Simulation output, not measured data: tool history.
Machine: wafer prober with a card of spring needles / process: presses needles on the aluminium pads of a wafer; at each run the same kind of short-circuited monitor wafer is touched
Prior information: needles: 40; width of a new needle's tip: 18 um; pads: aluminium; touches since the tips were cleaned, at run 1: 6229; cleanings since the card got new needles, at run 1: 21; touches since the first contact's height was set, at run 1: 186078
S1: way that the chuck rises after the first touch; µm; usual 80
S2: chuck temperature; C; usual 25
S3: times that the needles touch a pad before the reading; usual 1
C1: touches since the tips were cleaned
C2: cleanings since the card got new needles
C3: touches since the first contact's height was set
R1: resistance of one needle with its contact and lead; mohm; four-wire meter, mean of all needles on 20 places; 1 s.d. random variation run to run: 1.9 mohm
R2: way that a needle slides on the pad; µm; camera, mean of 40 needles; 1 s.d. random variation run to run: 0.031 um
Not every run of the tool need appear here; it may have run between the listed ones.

run,hour,S1,S2,S3,C1,C2,C3,R1,R2
1,0.0,80,25,1,6229,21,186078,224,17.20
# hour 8.5: tips cleaned on abrasive film
2,32.7,80,25,1,3761,22,191141,220,17.23
# hour 57.4: tips cleaned on abrasive film
3,65.9,80,94,1,1327,23,196288,221,17.16
# hour 104.2: tips cleaned on abrasive film
4,124.9,80,25,1,3210,24,205443,215,17.19
# hour 151.5: tips cleaned on abrasive film
5,157.4,80,35,1,909,25,210478,204,17.17
# hour 200.2: tips cleaned on abrasive film
# hour 220.1: height of the first contact set anew
6,220.5,80,45,1,3108,26,64,218,17.61
# hour 248.5: tips cleaned on abrasive film
7,282.4,68,25,1,5270,27,9671,229,14.89
# hour 294.5: tips cleaned on abrasive film
8,324.0,68,25,1,4579,28,16122,226,14.93
# hour 344.4: tips cleaned on abrasive film
9,368.3,68,25,1,3707,29,22991,223,14.91
# hour 391.1: tips cleaned on abrasive film
10,414.5,80,25,1,3629,30,30155,217,17.52
# hour 440.6: tips cleaned on abrasive film
11,464.4,80,25,1,3700,31,37898,216,17.52
# hour 488.1: tips cleaned on abrasive film
12,497.5,80,25,1,1464,32,43025,207,17.58
13,529.6,80,25,1,6449,32,48010,222,17.48
# hour 534.7: tips cleaned on abrasive film
14,557.5,80,25,1,3557,33,52340,215,17.48
# hour 583.0: tips cleaned on abrasive film
15,603.6,80,25,1,3201,34,59488,214,17.43
# hour 629.2: tips cleaned on abrasive film
16,655.8,80,25,1,4128,35,67574,214,17.45
# hour 677.9: tips cleaned on abrasive film
17,707.4,80,25,1,4587,36,75591,217,17.34
# hour 724.8: tips cleaned on abrasive film
18,742.1,80,25,1,2678,37,80959,212,17.34
# hour 773.2: tips cleaned on abrasive film
19,800.6,82,25,1,4260,38,90036,216,17.75
# hour 821.0: tips cleaned on abrasive film
20,860.4,95,76,1,6117,39,99310,223,20.65
# hour 871.3: tips cleaned on abrasive film
# hour 917.7: tips cleaned on abrasive film
21,923.6,95,76,1,915,41,109105,211,20.56
# hour 965.0: tips cleaned on abrasive film
22,980.0,63,60,2,2338,42,117859,221,13.58
# hour 1012.4: tips cleaned on abrasive film
23,1028.9,61,107,3,2563,43,125448,227,13.08
# hour 1060.8: tips cleaned on abrasive film
24,1072.7,61,107,3,1843,44,132235,225,13.15
# hour 1110.1: tips cleaned on abrasive film
25,1112.5,75,71,1,364,45,138400,213,16.15
26,1142.3,91,52,1,5005,45,143041,220,19.62
# hour 1161.3: tips cleaned on abrasive film
27,1178.4,63,109,1,2668,46,148634,240,13.48
# hour 1208.5: tips cleaned on abrasive film
28,1212.1,63,109,1,558,47,153854,228,13.47
# hour 1259.3: tips cleaned on abrasive film
29,1270.6,63,109,1,1760,48,162935,234,13.41
# hour 1306.5: tips cleaned on abrasive film
30,1306.5,96,42,1,0,49,168489,200,20.71
31,1343.2,90,72,1,5715,49,174204,227,19.36
# hour 1356.0: tips cleaned on abrasive film
32,1379.5,90,72,1,3653,50,179830,222,19.41
# hour 1404.7: tips cleaned on abrasive film
33,1428.8,61,25,1,3749,51,187468,241,12.95

Each row is a separate what-if for the run after 33, all from the same tool condition, not one after another. Results?
# hour 1453.5: tips cleaned on abrasive film
A,1479.7,61,25,1,4080,52,195371,?,?
# hour 1453.5: tips cleaned on abrasive film
B,1479.7,80,25,2,4080,52,195371,?,?
# hour 1453.5: tips cleaned on abrasive film
C,1479.7,63,25,2,4080,52,195371,?,?

run,R1,R2
A,240,12.95
B,209,17.11
C,222,13.41
With no hidden state in the tool, these same runs would have given:
run,R1,R2
A,202,13.43
B,195,17.59
C,200,13.89

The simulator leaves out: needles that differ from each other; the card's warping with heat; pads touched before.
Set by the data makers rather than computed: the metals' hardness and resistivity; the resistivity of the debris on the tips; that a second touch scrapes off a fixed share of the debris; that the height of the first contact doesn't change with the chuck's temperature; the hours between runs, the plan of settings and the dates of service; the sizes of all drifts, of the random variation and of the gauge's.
